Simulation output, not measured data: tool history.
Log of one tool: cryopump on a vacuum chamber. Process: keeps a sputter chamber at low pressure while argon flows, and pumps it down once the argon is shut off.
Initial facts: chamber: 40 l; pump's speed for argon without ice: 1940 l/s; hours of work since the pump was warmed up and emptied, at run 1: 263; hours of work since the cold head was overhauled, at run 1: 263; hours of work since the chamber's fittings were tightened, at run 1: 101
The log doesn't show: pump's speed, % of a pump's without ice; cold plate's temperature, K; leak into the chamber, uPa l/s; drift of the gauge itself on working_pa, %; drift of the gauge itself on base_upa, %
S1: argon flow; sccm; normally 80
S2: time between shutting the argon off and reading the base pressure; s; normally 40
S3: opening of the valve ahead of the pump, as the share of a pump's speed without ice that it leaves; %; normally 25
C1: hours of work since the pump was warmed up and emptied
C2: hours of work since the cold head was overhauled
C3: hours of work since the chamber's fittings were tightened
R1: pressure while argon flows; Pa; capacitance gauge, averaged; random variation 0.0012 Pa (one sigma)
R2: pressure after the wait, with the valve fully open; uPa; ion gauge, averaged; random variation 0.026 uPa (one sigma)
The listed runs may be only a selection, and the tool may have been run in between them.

run,hour,S1,S2,S3,C1,C2,C3,R1,R2
1,0.0,80,40,25,263,263,101,0.2837,1.14
2,24.3,80,40,38,276,276,115,0.1869,1.16
3,62.1,80,40,25,297,297,135,0.2819,1.16
4,101.2,80,40,25,319,319,157,0.2829,1.18
5,125.4,80,212,25,332,332,170,0.2824,0.42
6,147.5,80,212,25,344,344,182,0.2843,0.48
7,164.9,80,212,25,354,354,192,0.2813,0.42
8,184.6,80,212,25,364,364,203,0.2821,0.40
9,220.0,80,212,25,384,384,222,0.2853,0.43
10,254.1,80,212,25,403,403,241,0.2828,0.45
11,287.5,80,212,25,421,421,260,0.2855,0.41
12,323.6,80,40,25,441,441,279,0.2863,1.18
13,352.0,99,40,25,457,457,295,0.3507,1.23
14,373.8,80,40,25,469,469,307,0.2864,1.24
15,405.9,80,40,25,486,486,325,0.2864,1.21
16,437.0,35,40,25,503,503,342,0.1262,1.22
17,457.0,124,40,25,514,514,353,0.4466,1.29
18,496.3,80,40,25,536,536,374,0.2867,1.31
19,535.0,80,40,25,557,557,396,0.2868,1.24
20,568.7,75,26,25,576,576,414,0.2682,1.74
21,587.1,80,40,35,586,586,424,0.2090,1.29
22,613.1,80,40,35,600,600,439,0.2073,1.31
23,639.5,53,21,30,615,615,453,0.1598,2.21
24,656.6,84,68,22,624,624,463,0.3423,0.91
25,685.6,84,68,22,640,640,479,0.3424,0.91
26,705.9,80,140,32,651,651,490,0.2291,0.61
27,723.2,83,73,38,661,661,499,0.2007,0.89
28,751.1,83,73,38,676,676,515,0.2012,0.88
29,784.5,105,171,38,695,695,533,0.2555,0.60
30,802.3,105,171,38,705,705,543,0.2539,0.61
31,823.1,141,36,22,716,716,554,0.5756,1.40
32,851.5,119,179,22,732,732,570,0.4869,0.67
33,875.3,80,63,33,745,745,583,0.2222,0.97
34,906.2,80,63,33,762,762,600,0.2223,1.01
35,928.3,80,73,33,774,774,612,0.2224,0.94

Forecast each of these 3 alternatives for the next run:
A,960.3,64,189,22,791,791,630,?,?
B,960.3,80,40,28,791,791,630,?,?
C,960.3,159,40,25,791,791,630,?,?

run,R1,R2
A,0.2624,0.64
B,0.2617,1.41
C,0.5807,1.34
What these runs would have given with no unlogged condition in the tool:
run,R1,R2
A,0.2525,0.36
B,0.2491,1.13
C,0.5558,1.07
